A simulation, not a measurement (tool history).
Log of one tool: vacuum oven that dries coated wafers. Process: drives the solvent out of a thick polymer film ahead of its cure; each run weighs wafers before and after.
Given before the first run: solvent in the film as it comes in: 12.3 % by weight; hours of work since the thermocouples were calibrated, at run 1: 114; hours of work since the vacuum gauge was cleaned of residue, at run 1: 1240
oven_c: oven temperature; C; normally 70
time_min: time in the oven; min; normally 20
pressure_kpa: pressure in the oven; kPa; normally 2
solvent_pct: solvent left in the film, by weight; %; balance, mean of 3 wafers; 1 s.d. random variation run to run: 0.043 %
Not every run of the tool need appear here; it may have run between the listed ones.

run	hour	oven_c	time_min	pressure_kpa	hours of work since the thermocouples were calibrated	hours of work since the vacuum gauge was cleaned of residue	solvent_pct
1	0	70	20	2	114	1240	1.79
2	89.9	70	20	2	171	1297	1.71
3	161.2	70	20	2	216	1342	1.75
4	237.5	70	20	5.53	265	1391	3.42
5	331.1	70	20	5.53	324	1450	3.5
6	407.6	71	20	5.53	373	1499	3.25
7	466.7	71	20	5.53	411	1536	3.36
8	559.8	83	20	2	470	1596	0.8
9	621.8	83	20	2	509	1635	0.82
10	670.8	83	20	2	540	1666	0.85
11	724.8	70	20	1.72	575	1701	1.7
12	776.7	75	20	2	608	1734	1.26
13	839.7	75	20	2	648	1774	1.29
# hour 881.7: oven's thermocouples calibrated
14	920.1	75	20	2	24	1824	1.24
15	987.3	70	20	1.96	67	1866	1.88
16	1058.3	70	20	2	112	1912	1.9
17	1119.9	70	20	2	152	1951	1.95
18	1208.4	70	24	2	208	2007	1.67
19	1258.4	70	24	2	240	2039	1.7
# hour 1268: vacuum gauge cleaned of residue and calibrated
20	1304.6	70	24	2	268	23	1.78
21	1390.7	70	20	2	323	78	2.04
22	1480.6	59	20	2	380	135	4.98
23	1567.1	70	13	3.2	435	190	3.43
24	1612.6	70	13	1.76	464	219	2.85
25	1693.2	66	11	4.15	515	271	5.6
# hour 1699.7: vacuum gauge cleaned of residue and calibrated, once more
26	1743.7	66	11	4.15	547	28	5.21
27	1808.7	66	11	4.15	588	69	5.09
28	1897.4	70	21	2	644	126	1.58
# hour 1943.7: oven's thermocouples calibrated
29	1966.1	62	23	1.38	14	168	2.46
30	2024.1	65	20	2	51	205	2.4
31	2069.1	65	20	2	80	234	2.39
32	2151.4	65	20	2	132	286	2.42
33	2234	70	15	2.62	185	339	2.32
34	2322.1	69	23	2	241	395	1.44
35	2387.3	70	16	2.37	282	436	2.13
36	2465.4	70	23	2.88	332	486	1.72
37	2515.6	57	23	7.37	364	518	7.94
38	2588.2	70	24	1.1	410	564	0.97
39	2665.7	58	15	1.1	459	613	5.06
40	2752.3	59	13	2.6	515	669	5.91
41	2833	70	16	2	566	720	2
42	2896.1	70	16	2	606	760	2.02
43	2970.2	70	16	2	653	807	2.1
# hour 3007.5: oven's thermocouples calibrated
44	3015.5	70	16	2	5	835	1.99

Forecast each of these 5 alternatives for the next run:
A	3104.2	75	16	3.09	62	891	?
B	3104.2	63	20	2	62	891	?
C	3104.2	60	29	6.53	62	891	?
D	3104.2	70	13	2.33	62	891	?
E	3104.2	70	35	5.13	62	891	?

run	solvent_pct
A	1.62
B	3.13
C	6.04
D	2.61
E	2.7
The same runs, with their run-to-run variation unchanged, on a tool lacking any hidden condition would have given:
run	solvent_pct
A	1.49
B	2.93
C	5.8
D	2.45
E	2.54

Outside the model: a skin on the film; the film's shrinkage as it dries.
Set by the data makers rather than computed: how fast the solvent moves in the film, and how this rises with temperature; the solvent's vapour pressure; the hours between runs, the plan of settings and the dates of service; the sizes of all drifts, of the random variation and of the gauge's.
